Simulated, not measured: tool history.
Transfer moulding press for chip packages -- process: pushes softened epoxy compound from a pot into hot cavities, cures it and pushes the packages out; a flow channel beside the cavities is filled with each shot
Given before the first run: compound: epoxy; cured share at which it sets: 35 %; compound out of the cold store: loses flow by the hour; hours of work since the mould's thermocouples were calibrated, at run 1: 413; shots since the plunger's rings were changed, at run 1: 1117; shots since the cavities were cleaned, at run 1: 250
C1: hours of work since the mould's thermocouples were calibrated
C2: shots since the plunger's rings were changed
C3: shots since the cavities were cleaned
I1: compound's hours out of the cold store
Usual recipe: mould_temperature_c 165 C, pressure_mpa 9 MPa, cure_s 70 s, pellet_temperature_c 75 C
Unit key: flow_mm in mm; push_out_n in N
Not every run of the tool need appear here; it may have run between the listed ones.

run 1 hour=0 | mould_temperature_c=165 pressure_mpa=9 cure_s=70 pellet_temperature_c=75 | C1=413 C2=1117 C3=250 | I1=28.4 | flow_mm=823 push_out_n=355
run 2 hour=10.5 | mould_temperature_c=165 pressure_mpa=9 cure_s=70 pellet_temperature_c=75 | C1=421 C2=1328 C3=461 | I1=43.8 | flow_mm=761 push_out_n=368
-- hour=23.7 cavities cleaned with cleaning compound and waxed
run 3 hour=26.3 | mould_temperature_c=165 pressure_mpa=9 cure_s=70 pellet_temperature_c=75 | C1=433 C2=1616 C3=53 | I1=46.6 | flow_mm=749 push_out_n=318
run 4 hour=37.9 | mould_temperature_c=165 pressure_mpa=8.53 cure_s=70 pellet_temperature_c=75 | C1=442 C2=1850 C3=287 | I1=8.3 | flow_mm=881 push_out_n=409
run 5 hour=51.1 | mould_temperature_c=165 pressure_mpa=8.53 cure_s=70 pellet_temperature_c=75 | C1=452 C2=2116 C3=553 | I1=8.9 | flow_mm=873 push_out_n=462
-- hour=60 cavities cleaned with cleaning compound and waxed
run 6 hour=62.6 | mould_temperature_c=165 pressure_mpa=8.53 cure_s=70 pellet_temperature_c=82 | C1=460 C2=2316 C3=53 | I1=26.7 | flow_mm=799 push_out_n=308
run 7 hour=73.1 | mould_temperature_c=165 pressure_mpa=8.53 cure_s=70 pellet_temperature_c=82 | C1=468 C2=2528 C3=265 | I1=35.3 | flow_mm=763 push_out_n=355
run 8 hour=81.6 | mould_temperature_c=165 pressure_mpa=9 cure_s=70 pellet_temperature_c=75 | C1=475 C2=2698 C3=435 | I1=34.5 | flow_mm=790 push_out_n=387
-- hour=95.9 cavities cleaned with cleaning compound and waxed
run 9 hour=97.2 | mould_temperature_c=165 pressure_mpa=9 cure_s=70 pellet_temperature_c=75 | C1=486 C2=2983 C3=26 | I1=25.5 | flow_mm=820 push_out_n=313
run 10 hour=109.1 | mould_temperature_c=165 pressure_mpa=9 cure_s=70 pellet_temperature_c=75 | C1=496 C2=3222 C3=265 | I1=11.3 | flow_mm=891 push_out_n=406
run 11 hour=118 | mould_temperature_c=165 pressure_mpa=9 cure_s=70 pellet_temperature_c=75 | C1=503 C2=3400 C3=443 | I1=47.9 | flow_mm=734 push_out_n=379
run 12 hour=126.1 | mould_temperature_c=164 pressure_mpa=9 cure_s=70 pellet_temperature_c=75 | C1=509 C2=3564 C3=607 | I1=35.5 | flow_mm=784 push_out_n=462
-- hour=133.1 cavities cleaned with cleaning compound and waxed
run 13 hour=138.9 | mould_temperature_c=164 pressure_mpa=9 cure_s=70 pellet_temperature_c=75 | C1=518 C2=3792 C3=118 | I1=28 | flow_mm=814 push_out_n=372
run 14 hour=150.4 | mould_temperature_c=165 pressure_mpa=9 cure_s=70 pellet_temperature_c=75 | C1=527 C2=4023 C3=349 | I1=15.8 | flow_mm=866 push_out_n=409
run 15 hour=164.8 | mould_temperature_c=165 pressure_mpa=7.01 cure_s=70 pellet_temperature_c=75 | C1=538 C2=4312 C3=638 | I1=34.9 | flow_mm=693 push_out_n=426
-- hour=169.3 cavities cleaned with cleaning compound and waxed
run 16 hour=176.1 | mould_temperature_c=165 pressure_mpa=9.76 cure_s=70 pellet_temperature_c=69 | C1=546 C2=4509 C3=136 | I1=20.9 | flow_mm=876 push_out_n=372
run 17 hour=189.9 | mould_temperature_c=165 pressure_mpa=9.76 cure_s=70 pellet_temperature_c=69 | C1=557 C2=4788 C3=415 | I1=39.1 | flow_mm=800 push_out_n=392

For run 18, what comes out?
run 18 hour=198.3 | mould_temperature_c=165 pressure_mpa=9.76 cure_s=70 pellet_temperature_c=69 | C1=564 C2=4957 C3=584 | I1=12.9 | flow_mm=? push_out_n=?

Run 18 yielded flow_mm 906 mm, push_out_n 458 N.
If the tool had no hidden condition, the same run with the same run-to-run variation would have returned flow_mm 935 mm, push_out_n 316 N.
